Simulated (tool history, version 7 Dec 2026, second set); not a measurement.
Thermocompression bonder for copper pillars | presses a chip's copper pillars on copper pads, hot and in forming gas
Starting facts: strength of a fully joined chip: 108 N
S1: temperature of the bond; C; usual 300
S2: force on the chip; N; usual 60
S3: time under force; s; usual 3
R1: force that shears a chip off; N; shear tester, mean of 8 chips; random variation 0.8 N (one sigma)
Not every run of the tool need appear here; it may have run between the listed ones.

Run 1, hour 0: usual settings. Result: R1 63.9 N.
Run 2, hour 68.4: usual settings but S1 270 C. Result: R1 50 N.
At hour 110.3: force cell calibrated.
Run 3, hour 131.4: usual settings but S1 270 C. Result: R1 45.5 N.
Run 4, hour 193.7: usual settings but S1 270 C. Result: R1 45.3 N.
Run 5, hour 278: usual settings but S1 270 C. Result: R1 45.2 N.
Run 6, hour 317: usual settings but S1 270 C. Result: R1 46 N.
Run 7, hour 394.7: usual settings but S3 6 s. Result: R1 69.4 N.
Run 8, hour 447.7: usual settings. Result: R1 55.5 N.
Run 9, hour 488: usual settings. Result: R1 56.9 N.
At hour 521.8: forming gas filter changed.
Run 10, hour 543.9: usual settings. Result: R1 60.3 N.
Run 11, hour 628: usual settings. Result: R1 58.2 N.
Run 12, hour 705.2: usual settings. Result: R1 60.6 N.
Run 13, hour 782.4: usual settings but S1 282 C. Result: R1 49.9 N.
Run 14, hour 838: usual settings but S1 282 C. Result: R1 49.2 N.
At hour 862: heater calibrated with a thermocouple chip.
Run 15, hour 884.5: usual settings but S1 282 C. Result: R1 53.2 N.
Run 16, hour 940.4: usual settings but S1 282 C. Result: R1 51.3 N.
Run 17, hour 1008.7: usual settings but S1 282 C. Result: R1 53.2 N.
Run 18, hour 1073.1: usual settings but S1 282 C. Result: R1 51 N.
At hour 1077.4: forming gas filter changed.
Run 19, hour 1150.9: usual settings but S1 282 C. Result: R1 53.6 N.
Run 20, hour 1197.5: usual settings but S1 304 C. Result: R1 62.6 N.
Run 21, hour 1264.9: usual settings but S1 284 C, S2 84 N. Result: R1 65.5 N.
Run 22, hour 1347.7: usual settings but S1 294 C, S2 36 N, S3 5 s. Result: R1 50.5 N.
Run 23, hour 1414.6: usual settings but S1 294 C, S2 36 N, S3 5 s. Result: R1 50 N.
Run 24, hour 1452.1: usual settings but S1 329 C, S2 82 N. Result: R1 82.3 N.
Run 25, hour 1527.4: usual settings but S1 302 C, S2 38 N, S3 8 s. Result: R1 63.3 N.
Run 26, hour 1574.6: usual settings but S1 279 C, S2 85 N, S3 8 s. Result: R1 76 N.
At hour 1630: forming gas filter changed.
Run 27, hour 1640.1: usual settings but S1 279 C, S2 85 N, S3 8 s. Result: R1 79.6 N.
Run 28, hour 1693.4: usual settings but S2 88 N, S3 8 s. Result: R1 89.5 N.
Run 29, hour 1782: usual settings but S1 280 C, S2 58 N, S3 2 s. Result: R1 40.6 N.
Run 30, hour 1850.1: usual settings but S1 280 C, S2 58 N, S3 2 s. Result: R1 40.9 N.
At hour 1898: heater calibrated with a thermocouple chip.
Run 31, hour 1920.9: usual settings but S2 58 N, S3 5 s. Result: R1 70.8 N.
Run 32, hour 1997.5: usual settings but S1 272 C, S2 76 N, S3 5 s. Result: R1 65.6 N.
Run 33, hour 2039.5: usual settings but S1 272 C, S2 76 N, S3 5 s. Result: R1 65.5 N.
Run 34, hour 2111.9: usual settings but S1 274 C, S3 2 s. Result: R1 41.3 N.
Run 35, hour 2167.2: usual settings but S1 279 C, S3 5 s. Result: R1 59.6 N.
At hour 2184.1: forming gas filter changed.
Run 36, hour 2227.2: usual settings but S1 279 C, S3 5 s. Result: R1 62 N.
Run 37, hour 2297.4: usual settings but S1 279 C, S3 2 s. Result: R1 45.4 N.
Run 38, hour 2349.4: usual settings but S1 325 C, S2 46 N, S3 2 s. Result: R1 56.7 N.
Run 39, hour 2407.3: usual settings but S1 325 C, S2 82 N, S3 2 s. Result: R1 75.5 N.

What if the next run were any one of these 4? Each begins from the tool's condition after run 39:
Run A, hour 2464.1: usual settings but S1 299 C, S2 89 N, S3 2 s. Result: R1 ?.
Run B, hour 2464.1: usual settings but S1 304 C, S2 89 N, S3 2 s. Result: R1 ?.
Run C, hour 2464.1: usual settings but S1 323 C. Result: R1 ?.
Run D, hour 2464.1: usual settings but S1 277 C, S2 48 N, S3 6 s. Result: R1 ?.

run    R1
  A  65.9
  B  68.2
  C  70.4
  D  56.4
Had the tool no hidden state, the same runs would have come out as:
run    R1
  A    68
  B  70.4
  C  72.5
  D  58.4
